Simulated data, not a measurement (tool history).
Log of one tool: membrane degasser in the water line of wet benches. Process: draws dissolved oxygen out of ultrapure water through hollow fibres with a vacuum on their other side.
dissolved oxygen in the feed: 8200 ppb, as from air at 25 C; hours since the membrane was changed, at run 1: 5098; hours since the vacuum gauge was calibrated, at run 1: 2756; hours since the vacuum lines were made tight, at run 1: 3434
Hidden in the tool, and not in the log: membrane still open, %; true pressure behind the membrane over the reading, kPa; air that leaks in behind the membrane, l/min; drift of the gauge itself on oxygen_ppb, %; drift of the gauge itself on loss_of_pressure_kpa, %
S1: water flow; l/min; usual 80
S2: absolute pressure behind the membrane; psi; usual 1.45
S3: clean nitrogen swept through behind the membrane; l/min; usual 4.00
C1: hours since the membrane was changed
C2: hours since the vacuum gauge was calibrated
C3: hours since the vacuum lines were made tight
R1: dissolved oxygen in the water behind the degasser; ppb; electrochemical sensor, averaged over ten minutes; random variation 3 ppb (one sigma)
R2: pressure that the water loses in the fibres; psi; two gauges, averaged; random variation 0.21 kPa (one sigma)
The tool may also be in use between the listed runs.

Run 1, hour 0.0: usual settings; C1 5098; C2 2756; C3 3434. Result: R1 302.0 ppb, R2 7.233 psi.
Run 2, hour 223.7: usual settings; C1 5321; C2 2980; C3 3658. Result: R1 300.4 ppb, R2 7.261 psi.
Run 3, hour 391.0: usual settings; C1 5489; C2 3147; C3 3825. Result: R1 301.6 ppb, R2 7.282 psi.
Run 4, hour 575.9: usual settings; C1 5674; C2 3332; C3 4010. Result: R1 301.3 ppb, R2 7.294 psi.
Run 5, hour 725.8: usual settings; C1 5823; C2 3482; C3 4160. Result: R1 297.0 ppb, R2 7.266 psi.
Run 6, hour 896.6: usual settings; C1 5994; C2 3653; C3 4331. Result: R1 296.5 ppb, R2 7.300 psi.
Run 7, hour 1101.6: usual settings but S1 49 l/min; C1 6199; C2 3858; C3 4536. Result: R1 192.7 ppb, R2 4.440 psi.
Run 8, hour 1258.6: usual settings; C1 6356; C2 4015; C3 4693. Result: R1 301.7 ppb, R2 7.320 psi.
Run 9, hour 1458.5: usual settings; C1 6556; C2 4215; C3 4893. Result: R1 301.0 ppb, R2 7.349 psi.
At hour 1626.6: vacuum gauge calibrated.
Run 10, hour 1634.4: usual settings but S2 3.48 psi; C1 6732; C2 8; C3 5068. Result: R1 852.1 ppb, R2 7.345 psi.
Run 11, hour 1840.7: usual settings but S2 3.48 psi; C1 6938; C2 214; C3 5275. Result: R1 848.3 ppb, R2 7.339 psi.
Run 12, hour 1984.6: usual settings but S1 96 l/min, S2 3.48 psi; C1 7082; C2 358; C3 5419. Result: R1 980.3 ppb, R2 8.868 psi.
Run 13, hour 2122.0: usual settings but S1 68 l/min, S2 3.48 psi; C1 7219; C2 495; C3 5556. Result: R1 743.9 ppb, R2 6.264 psi.
At hour 2273.7: seals of the vacuum lines changed.
Run 14, hour 2310.0: usual settings but S1 68 l/min, S2 3.48 psi; C1 7405; C2 681; C3 36. Result: R1 738.0 ppb, R2 6.270 psi.
Run 15, hour 2515.5: usual settings but S1 68 l/min, S2 3.48 psi; C1 7611; C2 887; C3 242. Result: R1 747.5 ppb, R2 6.257 psi.
Run 16, hour 2716.8: usual settings but S1 77 l/min, S2 3.48 psi; C1 7812; C2 1088; C3 443. Result: R1 825.4 ppb, R2 7.076 psi.
Run 17, hour 2878.3: usual settings but S1 77 l/min, S2 3.48 psi, S3 1.79 l/min; C1 7973; C2 1250; C3 605. Result: R1 1493.2 ppb, R2 7.117 psi.
Run 18, hour 2976.5: usual settings but S1 77 l/min, S2 3.48 psi, S3 1.79 l/min; C1 8072; C2 1348; C3 703. Result: R1 1470.0 ppb, R2 7.143 psi.
Run 19, hour 3117.1: usual settings but S2 2.96 psi, S3 6.47 l/min; C1 8212; C2 1488; C3 843. Result: R1 476.7 ppb, R2 7.362 psi.
Run 20, hour 3284.6: usual settings but S1 74 l/min, S3 9.03 l/min; C1 8380; C2 1656; C3 1011. Result: R1 135.1 ppb, R2 6.818 psi.
Run 21, hour 3482.3: usual settings but S1 123 l/min, S2 3.39 psi, S3 8.97 l/min; C1 8577; C2 1854; C3 1209. Result: R1 657.9 ppb, R2 11.412 psi.
Run 22, hour 3707.4: usual settings but S1 57 l/min, S2 1.12 psi; C1 8803; C2 2079; C3 1434. Result: R1 146.1 ppb, R2 5.281 psi.
Run 23, hour 3848.4: usual settings but S1 111 l/min, S2 2.06 psi; C1 8944; C2 2220; C3 1575. Result: R1 641.2 ppb, R2 10.360 psi.
At hour 3916.2: gauge calibrated.
Run 24, hour 3994.5: usual settings but S1 111 l/min, S2 2.06 psi; C1 9090; C2 2366; C3 1721. Result: R1 658.6 ppb, R2 10.127 psi.
Run 25, hour 4215.0: usual settings but S1 111 l/min, S2 2.06 psi; C1 9310; C2 2586; C3 1941. Result: R1 649.0 ppb, R2 10.038 psi.
Run 26, hour 4372.6: usual settings but S1 75 l/min, S2 1.71 psi, S3 12.00 l/min; C1 9468; C2 2744; C3 2099. Result: R1 130.5 ppb, R2 6.763 psi.
Run 27, hour 4486.5: usual settings but S1 75 l/min, S2 1.71 psi, S3 12.00 l/min; C1 9582; C2 2858; C3 2213. Result: R1 134.1 ppb, R2 6.789 psi.
Run 28, hour 4677.3: usual settings but S1 75 l/min, S2 1.71 psi, S3 12.00 l/min; C1 9773; C2 3049; C3 2404. Result: R1 132.0 ppb, R2 6.857 psi.
Run 29, hour 4799.9: usual settings but S2 2.54 psi, S3 8.40 l/min; C1 9895; C2 3171; C3 2526. Result: R1 325.7 ppb, R2 7.323 psi.
Run 30, hour 4906.0: usual settings but S2 2.54 psi, S3 8.40 l/min; C1 10001; C2 3277; C3 2632. Result: R1 320.9 ppb, R2 7.313 psi.
Run 31, hour 5063.6: usual settings but S1 108 l/min, S3 9.53 l/min; C1 10159; C2 3435; C3 2790. Result: R1 214.5 ppb, R2 9.928 psi.
Run 32, hour 5241.8: usual settings but S1 108 l/min, S2 2.67 psi, S3 3.64 l/min; C1 10337; C2 3613; C3 2968. Result: R1 897.7 ppb, R2 9.852 psi.
Run 33, hour 5355.9: usual settings but S1 52 l/min, S2 2.67 psi, S3 3.64 l/min; C1 10451; C2 3727; C3 3082. Result: R1 476.3 ppb, R2 4.734 psi.

Measured less the same run without the tool's hidden state. The same run-to-run variation is in both; the gauge's scatter may not be:
run      R2
  1  +0.004
  2  +0.015
  3  +0.022
  4  +0.032
  5  +0.038
  6  +0.046
  7  +0.035
  8  +0.064
  9  +0.074
 10  +0.081
 11  +0.091
 12  +0.117
 13  +0.088
 14  +0.097
 15  +0.104
 16  +0.126
 17  +0.135
 18  +0.139
 19  +0.151
 20  +0.146
 21  +0.260
 22  +0.126
 23  +0.258
 24  +0.016
 25  +0.030
 26  +0.028
 27  +0.033
 28  +0.042
 29  +0.051
 30  +0.055
 31  +0.084
 32  +0.094
 33  +0.049
R1: within 0.4 ppb of the measured result in every run.
